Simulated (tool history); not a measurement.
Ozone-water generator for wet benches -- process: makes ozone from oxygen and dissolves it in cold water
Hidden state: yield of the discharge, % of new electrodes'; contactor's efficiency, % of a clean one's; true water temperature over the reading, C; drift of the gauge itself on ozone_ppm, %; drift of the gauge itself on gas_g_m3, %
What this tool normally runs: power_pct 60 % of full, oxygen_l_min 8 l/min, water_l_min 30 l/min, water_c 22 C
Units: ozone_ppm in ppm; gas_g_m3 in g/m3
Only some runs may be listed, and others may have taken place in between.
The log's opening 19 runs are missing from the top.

run	day	power_pct	oxygen_l_min	water_l_min	water_c	hours of work since the electrodes were changed	hours of work since the contactor was cleaned	hours of work since the thermometer was calibrated	ozone_ppm	gas_g_m3
20	93.025	60	9.97	30	22	3530	2030	4568	19.7	190.2
21	96.5	58	5.91	30	23	3592	2092	4630	18.2	232.6
22	103.762	58	5.91	30	23	3721	2221	4759	18.2	234
23	108.579	58	5.91	30	23	3806	2306	4844	17.9	231
24	113.488	58	5.91	30	23	3893	2393	4931	18.3	231.3
25	117.408	90	8	30	27	3963	2463	5001	22.4	263.7
26	123.038	90	8	30	27	4062	2563	5101	22.5	263
27	126.25	85	12.41	30	27	4119	2619	5158	21.7	212.1
28	133.529	47	9.35	45	19	4249	2749	5287	12.6	167.9
29	136.896	47	9.35	45	19	4308	2808	5346	12.7	167
30	141.588	47	9.35	45	19	4391	2892	5430	12.6	166.2
31	145.083	78	9.35	45	20	4453	2953	5492	16.8	225.5
32	150.267	89	7.11	45	20	4545	3045	5584	17.3	273.9
33	155.971	89	7.11	45	20	4647	3147	5685	17.3	274.4

Consider 4 possible next runs. They are alternatives, not a sequence: every one starts from the tool as it was left by run 33. What does each give?
# day 156.608: water thermometer calibrated
A	161.888	87	8	30	22	4751	3251	94	?	?
# day 156.608: water thermometer calibrated
B	161.888	60	6.6	39	22	4751	3251	94	?	?
# day 156.608: water thermometer calibrated
C	161.888	89	7.11	45	27	4751	3251	94	?	?
# day 156.608: water thermometer calibrated
D	161.888	44	7.11	40	25	4751	3251	94	?	?

run	ozone_ppm	gas_g_m3
A	23.7	258.3
B	15	224.9
C	15.9	273.7
D	11.7	181.5
Had the tool no hidden state, the same runs would have come out as:
run	ozone_ppm	gas_g_m3
A	25.8	277.3
B	16.1	238.1
C	17.4	294.1
D	12.5	189.8
